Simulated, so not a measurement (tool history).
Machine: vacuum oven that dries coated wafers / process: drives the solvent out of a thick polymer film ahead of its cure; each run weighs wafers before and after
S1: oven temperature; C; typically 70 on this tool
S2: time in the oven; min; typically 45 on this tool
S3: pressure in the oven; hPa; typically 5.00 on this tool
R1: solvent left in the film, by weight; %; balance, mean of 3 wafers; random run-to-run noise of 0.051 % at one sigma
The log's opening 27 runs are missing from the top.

run,day,S1,S2,S3,R1
28,44.258,79,23,4.47,1.94
29,46.646,77,55,5.00,0.27
30,48.517,70,27,3.24,3.90
# day 48.954: vacuum gauge cleaned of residue and calibrated
31,50.400,70,22,4.20,5.06
32,51.696,77,72,11.43,0.19
33,53.542,78,60,7.03,0.20
34,54.571,70,44,12.80,1.72
35,56.492,70,44,12.80,1.87
36,57.633,71,64,2.65,0.45

Run 37, settings as shown, results not yet in. Your forecast:
37,58.808,56,45,5.00,?

Run 37 produced R1 6.32 %.
If the tool had no hidden condition, the same run with the same run-to-run variation would have returned R1 5.29 %.
